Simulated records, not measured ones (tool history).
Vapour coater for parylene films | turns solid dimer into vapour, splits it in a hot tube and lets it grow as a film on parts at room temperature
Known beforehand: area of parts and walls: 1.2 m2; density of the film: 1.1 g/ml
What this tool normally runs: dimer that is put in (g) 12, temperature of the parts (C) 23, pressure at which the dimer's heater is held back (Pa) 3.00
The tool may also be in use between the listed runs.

| run | day | dimer that is put in (g) | temperature of the parts (C) | pressure at which the dimer's heater is held back (Pa) | thickness of the film (µm) |
|---|---|---|---|---|---|
| 1 | 0.000 | 12 | 23 | 3.00 | 6.68 |
| 2 | 1.150 | 12 | 23 | 3.00 | 6.56 |
| 3 | 2.983 | 12 | 23 | 3.00 | 6.55 |
| 4 | 4.908 | 12 | 23 | 4.16 | 6.24 |
| 5 | 6.925 | 12 | 21 | 3.00 | 7.05 |
| 6 | 8.196 | 12 | 21 | 3.00 | 7.00 |
| 7 | 9.554 | 12 | 21 | 3.00 | 6.79 |
| 8 | 11.454 | 12 | 21 | 3.00 | 8.02 |
| 9 | 12.758 | 12 | 21 | 3.00 | 7.93 |
| 10 | 14.312 | 12 | 23 | 2.66 | 7.33 |
| 11 | 15.412 | 12 | 23 | 2.66 | 7.33 |
| 12 | 17.429 | 12 | 23 | 2.66 | 7.26 |
| 13 | 19.346 | 12 | 23 | 2.66 | 7.16 |
| 14 | 21.538 | 12 | 23 | 2.66 | 7.06 |
| 15 | 22.517 | 12 | 23 | 2.66 | 7.09 |
| 16 | 24.446 | 12 | 23 | 2.66 | 6.87 |
| 17 | 26.046 | 12 | 23 | 2.66 | 6.94 |
| 18 | 27.888 | 12 | 23 | 2.66 | 6.90 |
| 19 | 28.858 | 12 | 23 | 3.00 | 6.77 |
| 20 | 29.800 | 12 | 23 | 3.00 | 6.53 |
| 21 | 31.996 | 12 | 23 | 4.79 | 6.31 |
| 22 | 33.825 | 12 | 23 | 3.00 | 6.49 |
| 23 | 35.517 | 12 | 33 | 3.00 | 4.10 |
| 24 | 36.912 | 12 | 23 | 3.00 | 6.44 |
| 25 | 38.058 | 12 | 23 | 3.00 | 6.25 |
| 26 | 39.833 | 12 | 31 | 3.00 | 4.44 |
| 27 | 40.946 | 12 | 34 | 4.37 | 3.66 |
| 28 | 42.146 | 12 | 31 | 3.57 | 4.24 |
| 29 | 43.554 | 15 | 16 | 3.49 | 9.54 |
| 30 | 45.458 | 10 | 16 | 7.92 | 7.47 |
| 31 | 47.012 | 12 | 22 | 3.00 | 7.43 |
| 32 | 48.788 | 12 | 22 | 3.00 | 7.30 |
| 33 | 49.712 | 9 | 16 | 5.26 | 6.57 |
| 34 | 51.554 | 9 | 17 | 3.00 | 6.45 |
| 35 | 53.733 | 9 | 17 | 3.00 | 6.48 |
| 36 | 55.283 | 9 | 17 | 3.00 | 6.36 |
| 37 | 56.962 | 12 | 23 | 3.87 | 6.64 |
| 38 | 59.004 | 12 | 23 | 3.87 | 6.53 |
| 39 | 60.217 | 18 | 22 | 10.46 | 9.25 |
| 40 | 61.275 | 20 | 22 | 4.78 | 11.13 |
| 41 | 62.546 | 20 | 22 | 4.78 | 11.00 |
| 42 | 64.617 | 20 | 22 | 4.78 | 10.78 |
| 43 | 66.629 | 20 | 22 | 4.78 | 10.79 |
| 44 | 67.867 | 15 | 31 | 4.78 | 5.38 |
| 45 | 69.817 | 6 | 23 | 2.82 | 3.18 |
| 46 | 71.862 | 6 | 23 | 3.00 | 3.14 |
| 47 | 73.092 | 6 | 23 | 3.00 | 3.08 |
| 48 | 75.242 | 6 | 23 | 3.00 | 3.27 |

Taken out of this log: 3 entries between the listed runs. Where each belongs, and how the hidden state differs across it:
In the gap between runs 7 and 8: trap's valve overhauled (day 11.254)
  vapour lost through the trap's worn valve, %: 15 -> 0.4; true temperature of the parts over the reading, C: 0.43 -> 0.45
  measured value less the no-hidden-state value, thickness of the film (µm): -1.37 -> -0.19
In the gap between runs 29 and 30: trap's valve overhauled (day 44.838)
  vapour lost through the trap's worn valve, %: 14.9 -> 0.4; true temperature of the parts over the reading, C: 0.85 -> 0.87
  measured value less the no-hidden-state value, thickness of the film (µm): -1.67 -> -0.03
In the gap between runs 47 and 48: table's thermometer calibrated (day 73.742)
  vapour lost through the trap's worn valve, %: 12.5 -> 13.4; true temperature of the parts over the reading, C: 1.22 -> 0.03
  measured value less the no-hidden-state value, thickness of the film (µm): -0.64 -> -0.51
